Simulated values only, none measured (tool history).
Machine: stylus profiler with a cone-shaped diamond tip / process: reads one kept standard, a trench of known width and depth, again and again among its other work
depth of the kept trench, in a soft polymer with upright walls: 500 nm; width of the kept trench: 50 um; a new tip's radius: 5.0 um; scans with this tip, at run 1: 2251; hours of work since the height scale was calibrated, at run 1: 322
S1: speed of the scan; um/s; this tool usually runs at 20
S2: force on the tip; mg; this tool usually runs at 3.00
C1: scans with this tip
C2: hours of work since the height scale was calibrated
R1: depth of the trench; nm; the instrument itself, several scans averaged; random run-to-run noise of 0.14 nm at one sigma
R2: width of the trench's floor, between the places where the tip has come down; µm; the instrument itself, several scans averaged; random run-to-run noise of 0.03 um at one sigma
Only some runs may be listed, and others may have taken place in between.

run,hour,S1,S2,C1,C2,R1,R2
1,0.0,20,3.00,2251,322,502.68,45.53
2,21.2,20,3.00,2324,332,502.33,45.49
3,39.6,20,3.00,2387,341,502.56,45.47
4,71.9,20,3.00,2498,357,502.40,45.41
5,100.6,20,3.00,2596,371,502.36,45.45
6,120.8,20,3.00,2665,381,502.19,45.41
7,149.2,20,3.00,2763,395,502.23,45.48
8,167.1,20,3.44,2824,404,502.62,45.42
9,188.6,20,3.44,2898,414,502.64,45.37
10,204.5,20,3.44,2952,422,502.53,45.42
11,239.1,20,3.44,3070,439,502.39,45.40
12,268.6,20,3.44,3172,454,502.44,45.41
13,297.4,20,3.00,3270,468,502.11,45.39
14,321.7,15,3.00,3354,480,502.19,45.33
15,340.7,15,3.00,3418,489,502.28,45.36
16,360.2,20,3.00,3485,498,501.95,45.38
17,390.1,66,3.00,3588,513,501.99,45.25
18,421.4,66,3.00,3695,528,501.97,45.24
19,439.1,21,3.00,3756,537,501.83,45.38
20,456.6,21,3.00,3816,546,501.80,45.32
21,476.7,20,6.90,3885,556,503.98,45.34
22,504.9,20,6.90,3981,569,504.24,45.34
23,519.8,20,6.90,4032,577,504.07,45.34
24,535.7,6,6.90,4087,584,504.32,45.34
25,555.9,66,6.90,4156,594,503.95,45.26
26,590.6,9,2.41,4275,611,501.24,45.36
27,618.9,9,2.41,4372,625,501.35,45.34
28,653.5,8,1.44,4490,642,500.38,45.28
29,684.6,75,5.73,4597,657,503.11,45.22
30,713.3,5,3.75,4695,671,502.20,45.33
31,734.8,5,3.75,4769,682,501.97,45.29
32,750.8,5,3.75,4824,690,501.70,45.29
33,770.1,5,3.75,4890,699,501.76,45.31
34,803.9,80,4.97,5006,716,502.91,45.19
35,838.5,80,4.97,5124,733,502.69,45.03
36,855.9,7,3.74,5184,741,501.85,45.24
37,889.4,71,6.44,5298,758,503.29,45.21
38,909.3,19,8.37,5367,767,504.15,45.17
39,931.0,19,8.37,5441,778,503.88,45.23
40,948.8,19,8.37,5502,787,504.32,45.19
41,980.4,60,1.80,5610,802,500.41,45.01
42,1010.3,39,1.76,5713,817,500.19,45.15
43,1035.9,58,4.15,5800,830,501.77,45.07
44,1053.4,13,2.15,5860,838,500.48,45.10
45,1074.6,12,7.54,5933,848,503.73,45.20
46,1100.9,10,3.06,6023,861,501.08,45.14
47,1124.7,10,3.06,6105,873,501.05,45.18
48,1153.6,10,3.06,6203,887,501.09,45.19

Here are 3 independent what-if runs from the current tool condition. What would each one return?
A,1181.7,6,3.00,6300,901,?,?
B,1181.7,10,1.31,6300,901,?,?
C,1181.7,11,1.49,6300,901,?,?

run,R1,R2
A,500.86,45.17
B,499.56,45.12
C,499.68,45.16
Without the tool's unlogged condition, the same runs would have read:
run,R1,R2
A,502.97,45.63
B,501.66,45.57
C,501.78,45.62

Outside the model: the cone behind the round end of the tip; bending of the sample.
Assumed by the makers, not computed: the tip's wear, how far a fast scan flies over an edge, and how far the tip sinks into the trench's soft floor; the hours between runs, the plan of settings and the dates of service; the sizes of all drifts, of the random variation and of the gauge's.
